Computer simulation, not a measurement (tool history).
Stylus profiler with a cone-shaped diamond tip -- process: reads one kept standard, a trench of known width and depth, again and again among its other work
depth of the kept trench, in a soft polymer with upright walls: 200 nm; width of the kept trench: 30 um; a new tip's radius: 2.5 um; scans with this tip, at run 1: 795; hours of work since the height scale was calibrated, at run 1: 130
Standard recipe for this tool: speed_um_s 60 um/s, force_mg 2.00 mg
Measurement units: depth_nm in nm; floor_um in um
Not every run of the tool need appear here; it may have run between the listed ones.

run	hour	speed_um_s	force_mg	scans with this tip	hours of work since the height scale was calibrated	depth_nm	floor_um
1	0.0	60	2.00	795	130	201.66	27.64
2	53.1	60	2.00	970	159	201.67	27.65
3	99.1	21	2.00	1120	184	201.78	27.85
4	138.1	21	2.00	1248	205	201.70	27.86
5	191.1	21	2.00	1422	233	201.56	27.85
6	224.0	21	2.00	1530	251	201.59	27.81
7	271.2	60	1.80	1685	276	201.61	27.56
8	320.0	60	1.80	1845	303	201.56	27.56
9	357.0	60	1.80	1966	322	201.79	27.57
10	393.5	60	2.00	2085	342	201.75	27.63
11	445.4	176	2.00	2256	370	201.75	26.91
12	488.1	176	2.00	2396	393	201.87	26.91
13	519.0	60	2.00	2497	410	201.78	27.59
14	542.0	60	2.47	2572	422	202.07	27.59
15	568.3	60	2.87	2659	436	202.16	27.67
16	601.3	60	2.87	2767	454	202.30	27.64
17	629.2	60	2.87	2858	469	202.25	27.56
18	679.8	172	3.32	3024	496	202.50	27.16
19	728.3	17	4.56	3183	522	203.15	27.79
20	763.1	78	2.00	3297	541	201.96	27.40
21	798.4	136	0.75	3413	560	201.34	26.65
22	830.9	21	3.51	3520	577	202.63	27.75
23	881.1	108	0.69	3684	604	201.28	26.77
24	923.6	108	0.69	3824	627	201.28	26.84
25	958.9	225	0.69	3939	646	201.36	25.70
26	994.5	33	0.90	4056	665	201.56	27.55
27	1024.0	39	3.81	4153	681	202.93	27.71
28	1074.9	58	2.00	4319	709	202.09	27.52
29	1108.4	76	1.48	4429	727	201.83	27.30
30	1137.0	51	1.48	4523	742	201.76	27.53

Consider 3 possible next runs. They are alternatives, not a sequence: every one starts from the tool as it was left by run 30. What does each give?
A	1190.2	44	0.91	4698	771	?	?
B	1190.2	135	1.72	4698	771	?	?
C	1190.2	60	4.89	4698	771	?	?

run	depth_nm	floor_um
A	201.50	27.42
B	202.15	26.97
C	203.44	27.61
Stripped of hidden state, with their random variation kept, the same runs would have yielded:
run	depth_nm	floor_um
A	200.78	27.64
B	201.43	27.19
C	202.71	27.83
